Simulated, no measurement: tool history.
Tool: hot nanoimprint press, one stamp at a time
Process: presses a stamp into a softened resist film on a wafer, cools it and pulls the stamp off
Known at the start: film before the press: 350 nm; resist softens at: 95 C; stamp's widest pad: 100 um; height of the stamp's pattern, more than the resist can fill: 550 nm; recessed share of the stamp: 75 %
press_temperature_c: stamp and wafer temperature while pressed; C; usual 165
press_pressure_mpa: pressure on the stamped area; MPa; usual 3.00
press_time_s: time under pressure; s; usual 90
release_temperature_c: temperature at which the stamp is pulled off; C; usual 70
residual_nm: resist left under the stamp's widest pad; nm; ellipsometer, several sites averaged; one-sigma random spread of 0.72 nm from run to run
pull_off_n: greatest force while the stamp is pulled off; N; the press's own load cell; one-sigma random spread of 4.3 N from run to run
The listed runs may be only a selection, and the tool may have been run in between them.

run,hour,press_temperature_c,press_pressure_mpa,press_time_s,release_temperature_c,residual_nm,pull_off_n
1,0.0,165,3.00,90,70,202.6,214
2,105.0,165,2.08,90,70,234.9,209
3,157.1,165,3.00,90,70,204.2,217
4,247.5,165,3.00,90,70,201.8,215
5,309.1,165,3.00,90,70,201.8,215
6,358.9,154,3.00,90,70,277.0,204
7,412.5,154,3.00,90,70,280.3,209
8,476.8,165,3.00,90,70,203.1,219
9,577.0,165,3.00,90,70,201.5,210
10,669.4,165,3.00,90,70,201.5,212
11,742.2,165,3.00,90,70,201.4,206
12,825.8,165,3.82,90,70,181.7,208
13,896.2,165,3.82,90,70,181.1,214
14,985.6,165,3.82,90,70,180.3,213
15,1076.2,165,3.82,90,70,180.3,207
16,1157.2,165,3.82,90,70,181.7,206
17,1239.5,159,2.81,67,60,265.7,228
18,1336.5,159,2.81,67,60,266.5,230
19,1435.1,162,2.23,90,76,249.9,195
20,1507.2,174,2.65,59,70,181.4,205
21,1571.4,166,3.00,67,70,213.4,206
22,1636.7,166,3.00,67,70,213.7,221
23,1686.1,173,3.00,128,71,134.9,207
24,1778.1,157,3.00,128,73,236.3,211
25,1826.8,177,3.76,62,76,135.1,198
26,1879.6,165,3.08,90,75,198.4,197
27,1925.3,165,3.04,90,70,201.9,205
28,2028.1,155,2.24,106,67,283.8,209
29,2118.5,154,2.59,133,78,269.5,209

Missing from the log above: 9 entries noted between runs. For each, name the pair of listed runs it sits between and say how the tool's hidden condition differs from the listed run just before to the listed run just after:
Logged between run 1 and run 2: stamp cleaned and given a new release coat (hour 95.6)
  pressure that arrives at the usual setting, %: 99.95 -> 99.94; grip of the stamp's worn release coat, % over a new coat's: 1.2 -> 0
Logged between run 8 and run 9: plate thermocouple calibrated (hour 493.5); stamp cleaned and given a new release coat (hour 524.8)
  true temperature over the reading, C: -0.04 -> -0.01; pressure that arrives at the usual setting, %: 99.91 -> 99.9; grip of the stamp's worn release coat, % over a new coat's: 1.4 -> 0.2
Logged between run 12 and run 13: press's hydraulic seals changed and the load cell set to zero (hour 866.7)
  pressure that arrives at the usual setting, %: 99.89 -> 99.99; grip of the stamp's worn release coat, % over a new coat's: 1.1 -> 1.3
Logged between run 13 and run 14: stamp cleaned and given a new release coat (hour 953.4)
  true temperature over the reading, C: -0.02 -> -0.03; grip of the stamp's worn release coat, % over a new coat's: 1.3 -> 0.1
Logged between run 15 and run 16: plate thermocouple calibrated (hour 1126.1)
  true temperature over the reading, C: -0.04 -> 0; grip of the stamp's worn release coat, % over a new coat's: 0.4 -> 0.7
Logged between run 18 and run 19: stamp cleaned and given a new release coat (hour 1376.6)
  true temperature over the reading, C: -0.01 -> -0.02; grip of the stamp's worn release coat, % over a new coat's: 1.4 -> 0.2
Logged between run 23 and run 24: plate thermocouple calibrated (hour 1744.4)
  true temperature over the reading, C: -0.03 -> 0; pressure that arrives at the usual setting, %: 99.94 -> 99.93; grip of the stamp's worn release coat, % over a new coat's: 1.1 -> 1.4
Logged between run 24 and run 25: stamp cleaned and given a new release coat (hour 1804.9)
  grip of the stamp's worn release coat, % over a new coat's: 1.4 -> 0.1
